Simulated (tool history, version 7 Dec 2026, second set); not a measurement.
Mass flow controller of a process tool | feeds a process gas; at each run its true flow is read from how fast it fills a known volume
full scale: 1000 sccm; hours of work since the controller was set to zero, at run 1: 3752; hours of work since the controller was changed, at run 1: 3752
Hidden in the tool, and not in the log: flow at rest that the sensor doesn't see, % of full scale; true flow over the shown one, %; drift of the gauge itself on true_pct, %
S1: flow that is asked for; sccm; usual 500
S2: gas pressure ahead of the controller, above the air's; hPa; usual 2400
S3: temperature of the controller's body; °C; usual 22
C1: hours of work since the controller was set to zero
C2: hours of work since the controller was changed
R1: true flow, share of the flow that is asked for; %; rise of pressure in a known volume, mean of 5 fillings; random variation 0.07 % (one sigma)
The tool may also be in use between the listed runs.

run 1 hour=0 | S1=500 S2=2400 S3=22 | C1=3752 C2=3752 | R1=102.39
run 2 hour=450.6 | S1=500 S2=2400 S3=22 | C1=4066 C2=4066 | R1=102.62
run 3 hour=967 | S1=500 S2=2400 S3=22 | C1=4425 C2=4425 | R1=102.97
run 4 hour=1253.7 | S1=500 S2=2400 S3=20 | C1=4624 C2=4624 | R1=103.3
-- hour=1430.7 controller's zero set anew
run 5 hour=1771.1 | S1=500 S2=2400 S3=22 | C1=237 C2=4983 | R1=105.26
run 6 hour=2215.5 | S1=516 S2=2400 S3=22 | C1=546 C2=5292 | R1=105.44
run 7 hour=2461.3 | S1=500 S2=2400 S3=22 | C1=716 C2=5463 | R1=105.84
-- hour=2813.2 controller exchanged for a calibrated one
-- hour=2894.4 controller's zero set anew, once more
run 8 hour=3034.1 | S1=500 S2=2400 S3=22 | C1=97 C2=153 | R1=99.17
run 9 hour=3279.1 | S1=500 S2=1540 S3=22 | C1=267 C2=324 | R1=99.68
run 10 hour=3676.3 | S1=736 S2=2400 S3=22 | C1=544 C2=600 | R1=99.85
run 11 hour=4147.2 | S1=500 S2=2250 S3=22 | C1=871 C2=927 | R1=99.93
run 12 hour=4520.1 | S1=494 S2=2250 S3=22 | C1=1130 C2=1186 | R1=100.06
run 13 hour=4776.4 | S1=494 S2=2360 S3=22 | C1=1308 C2=1364 | R1=100.2
run 14 hour=5325.2 | S1=500 S2=2400 S3=37 | C1=1690 C2=1746 | R1=99.79
run 15 hour=5717.1 | S1=500 S2=2400 S3=37 | C1=1962 C2=2018 | R1=100.18
run 16 hour=6308.5 | S1=500 S2=2400 S3=37 | C1=2373 C2=2430 | R1=100.52
run 17 hour=6744.6 | S1=500 S2=2400 S3=22 | C1=2677 C2=2733 | R1=101.4
run 18 hour=7031 | S1=500 S2=1580 S3=22 | C1=2876 C2=2932 | R1=101.97
run 19 hour=7385.6 | S1=175 S2=1910 S3=24 | C1=3122 C2=3178 | R1=104.51
run 20 hour=7656.7 | S1=418 S2=1990 S3=22 | C1=3311 C2=3367 | R1=102.3
run 21 hour=8022.5 | S1=217 S2=1450 S3=23 | C1=3565 C2=3621 | R1=104.51
run 22 hour=8521.9 | S1=186 S2=1450 S3=23 | C1=3912 C2=3968 | R1=106.02
run 23 hour=8790.2 | S1=500 S2=2400 S3=23 | C1=4099 C2=4155 | R1=102.6
run 24 hour=9211.2 | S1=414 S2=2400 S3=22 | C1=4391 C2=4447 | R1=103.35
-- hour=9751.4 controller's zero set anew
run 25 hour=9795.3 | S1=570 S2=2400 S3=31 | C1=31 C2=4853 | R1=100.49
run 26 hour=10306.6 | S1=570 S2=2340 S3=33 | C1=386 C2=5208 | R1=100.77
run 27 hour=10641.1 | S1=223 S2=2420 S3=33 | C1=618 C2=5441 | R1=100.62
-- hour=11037.6 controller exchanged for a calibrated one
run 28 hour=11239.4 | S1=223 S2=2420 S3=33 | C1=140 C2=140 | R1=98.19
run 29 hour=11723.8 | S1=541 S2=2500 S3=32 | C1=477 C2=477 | R1=99.18
run 30 hour=12282 | S1=198 S2=1600 S3=33 | C1=865 C2=865 | R1=99.84
run 31 hour=12561.3 | S1=500 S2=2290 S3=22 | C1=1059 C2=1059 | R1=100.09
run 32 hour=12890.2 | S1=500 S2=2290 S3=22 | C1=1288 C2=1288 | R1=100.24
run 33 hour=13239.9 | S1=325 S2=2400 S3=22 | C1=1531 C2=1531 | R1=100.66
run 34 hour=13499 | S1=325 S2=2400 S3=22 | C1=1711 C2=1711 | R1=100.82
run 35 hour=13904 | S1=500 S2=2000 S3=24 | C1=1993 C2=1993 | R1=100.99
run 36 hour=14154.8 | S1=259 S2=1740 S3=22 | C1=2167 C2=2167 | R1=102.02

Forecast each of these 5 alternatives for the next run:
run A hour=14481.5 | S1=259 S2=1740 S3=38 | C1=2394 C2=2394 | R1=?
run B hour=14481.5 | S1=259 S2=2350 S3=22 | C1=2394 C2=2394 | R1=?
run C hour=14481.5 | S1=756 S2=2400 S3=22 | C1=2394 C2=2394 | R1=?
run D hour=14481.5 | S1=669 S2=1430 S3=22 | C1=2394 C2=2394 | R1=?
run E hour=14481.5 | S1=259 S2=1500 S3=22 | C1=2394 C2=2394 | R1=?

run=A R1=101.57
run=B R1=102.08
run=C R1=101.39
run=D R1=101.76
run=E R1=102.42
Without the tool's hidden state the same runs would have given:
run=A R1=97.89
run=B R1=98.4
run=C R1=99.43
run=D R1=99.68
run=E R1=98.74

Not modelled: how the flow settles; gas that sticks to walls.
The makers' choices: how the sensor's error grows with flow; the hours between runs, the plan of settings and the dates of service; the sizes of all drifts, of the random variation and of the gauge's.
